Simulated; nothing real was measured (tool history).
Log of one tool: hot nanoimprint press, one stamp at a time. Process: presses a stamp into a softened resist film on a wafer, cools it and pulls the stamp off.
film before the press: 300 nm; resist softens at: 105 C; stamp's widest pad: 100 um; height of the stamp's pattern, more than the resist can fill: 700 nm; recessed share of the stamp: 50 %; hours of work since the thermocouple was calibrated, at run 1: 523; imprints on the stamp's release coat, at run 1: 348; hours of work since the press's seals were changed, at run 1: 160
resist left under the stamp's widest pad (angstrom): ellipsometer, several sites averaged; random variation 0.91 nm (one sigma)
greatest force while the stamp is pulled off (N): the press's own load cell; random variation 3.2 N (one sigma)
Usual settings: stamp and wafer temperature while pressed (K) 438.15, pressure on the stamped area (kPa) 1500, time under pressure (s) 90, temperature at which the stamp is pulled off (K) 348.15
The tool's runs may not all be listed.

run	hour	stamp and wafer temperature while pressed (K)	pressure on the stamped area (kPa)	time under pressure (s)	temperature at which the stamp is pulled off (K)	hours of work since the thermocouple was calibrated	imprints on the stamp's release coat	hours of work since the press's seals were changed	resist left under the stamp's widest pad (angstrom)	greatest force while the stamp is pulled off (N)
1	0	438.15	1500	90	348.15	523	348	160	1592	147
2	20.8	438.15	1500	90	348.15	535	400	171	1595	148
3	34.5	438.15	1500	90	348.15	542	434	178	1599	153
4	49.3	438.15	1500	90	348.15	550	471	186	1588	155
5	70	438.15	1500	90	348.15	562	522	198	1608	153
6	84.3	438.15	1500	90	348.15	569	557	205	1599	156
7	94.6	438.15	1500	90	348.15	575	583	211	1596	151
8	107	438.15	1500	90	348.15	582	614	218	1596	155
# hour 124.5: plate thermocouple calibrated
9	126.9	438.15	1500	90	348.15	1	656	227	1748	173
10	145.5	438.15	1500	90	348.15	11	702	237	1751	163
11	160.7	432.15	1500	90	348.15	20	739	245	2112	178
12	177.7	432.15	1500	90	348.15	29	782	255	2096	176
13	187.8	438.15	1500	143	348.15	35	807	260	1481	172
14	199.8	438.15	1630	143	348.15	41	836	267	1435	181
15	209.2	438.15	1630	143	348.15	46	860	272	1440	175
16	226.3	438.15	1500	58	348.15	56	902	281	1958	175
17	239.6	441.15	1500	120	354.15	63	935	288	1410	150
18	253.5	441.15	1500	120	354.15	70	970	296	1420	150
19	272.5	441.15	1910	120	337.15	81	1017	306	1284	223
20	293.2	438.15	1180	90	334.15	92	1068	318	1861	249
21	307.6	432.15	1500	90	337.15	100	1104	326	2079	237
22	317.5	430.15	1760	106	348.15	105	1128	331	2026	180
23	326	438.15	1760	106	348.15	110	1149	336	1545	180
24	346.6	440.15	1140	164	352.15	121	1200	347	1438	165
25	364.1	433.15	1050	90	339.15	131	1244	356	2239	214
26	380.5	438.15	1440	90	353.15	140	1284	365	1749	159
27	398	438.15	1440	90	353.15	149	1328	375	1741	155
28	416.4	438.15	1500	105	348.15	159	1373	385	1615	187
29	426.9	438.15	1500	105	348.15	165	1399	391	1624	182

Forecast each of these 3 alternatives for the next run:
A	444.7	438.15	1500	105	342.15	175	1443	400	?	?
B	444.7	447.15	1500	90	348.15	175	1443	400	?	?
C	444.7	438.15	920	48	336.15	175	1443	400	?	?

run	resist left under the stamp's widest pad (angstrom)	greatest force while the stamp is pulled off (N)
A	1619	215
B	1255	193
C	2306	247
Without the tool's hidden state the same runs would have given:
run	resist left under the stamp's widest pad (angstrom)	greatest force while the stamp is pulled off (N)
A	1640	172
B	1270	155
C	2327	198
